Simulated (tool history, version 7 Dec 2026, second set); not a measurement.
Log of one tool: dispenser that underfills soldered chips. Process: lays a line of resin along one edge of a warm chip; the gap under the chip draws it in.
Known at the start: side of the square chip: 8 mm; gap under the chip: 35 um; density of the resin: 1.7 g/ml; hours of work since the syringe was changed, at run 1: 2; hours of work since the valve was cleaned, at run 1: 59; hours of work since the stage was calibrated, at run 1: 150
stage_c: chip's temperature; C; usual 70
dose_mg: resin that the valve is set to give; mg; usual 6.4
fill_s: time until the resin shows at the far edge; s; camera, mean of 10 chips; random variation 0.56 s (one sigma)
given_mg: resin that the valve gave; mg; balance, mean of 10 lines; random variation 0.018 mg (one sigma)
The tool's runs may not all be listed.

| run | day | stage_c | dose_mg | hours of work since the syringe was changed | hours of work since the valve was cleaned | hours of work since the stage was calibrated | fill_s | given_mg |
|---|---|---|---|---|---|---|---|---|
| 1 | 0 | 70 | 6.4 | 2 | 59 | 150 | 50.2 | 6.2 |
| 2 | 0.104 | 70 | 6.4 | 4 | 61 | 151 | 54.4 | 6.19 |
| 3 | 0.254 | 70 | 6.4 | 6 | 63 | 154 | 60.7 | 6.22 |
|  | 0.446 | new syringe of resin |
| 4 | 0.504 | 70 | 6.4 | 1 | 67 | 158 | 48.1 | 6.21 |
| 5 | 0.696 | 69 | 6.4 | 4 | 70 | 161 | 56.2 | 6.19 |
| 6 | 0.925 | 69 | 7.07 | 8 | 74 | 165 | 63.5 | 6.82 |
|  | 1.004 | new syringe of resin |
| 7 | 1.133 | 69 | 7.07 | 2 | 77 | 168 | 52.5 | 6.81 |
| 8 | 1.254 | 69 | 7.07 | 4 | 79 | 170 | 56.3 | 6.77 |
| 9 | 1.4 | 62 | 5.47 | 7 | 82 | 172 | 79.4 | 5.27 |
|  | 1.475 | dispensing valve cleaned and set on the balance |
| 10 | 1.558 | 60 | 6.58 | 8 | 1 | 174 | 88.3 | 6.54 |
|  | 1.6 | new syringe of resin |
| 11 | 1.808 | 81 | 6.58 | 3 | 5 | 178 | 36.7 | 6.53 |
| 12 | 1.988 | 69 | 5.82 | 6 | 8 | 181 | 60 | 5.8 |
|  | 2.162 | new syringe of resin |
| 13 | 2.242 | 69 | 5.82 | 1 | 12 | 185 | 49.9 | 5.83 |
| 14 | 2.446 | 78 | 6.33 | 5 | 15 | 188 | 43.2 | 6.28 |

Forecast run 15:
| 15 | 2.683 | 60 | 6.39 | 9 | 19 | 192 | ? | ? |

Run 15 gave fill_s 89.9 s, given_mg 6.3 mg.
Without the tool's hidden state the same run would have given fill_s 66.9 s, given_mg 6.38 mg.

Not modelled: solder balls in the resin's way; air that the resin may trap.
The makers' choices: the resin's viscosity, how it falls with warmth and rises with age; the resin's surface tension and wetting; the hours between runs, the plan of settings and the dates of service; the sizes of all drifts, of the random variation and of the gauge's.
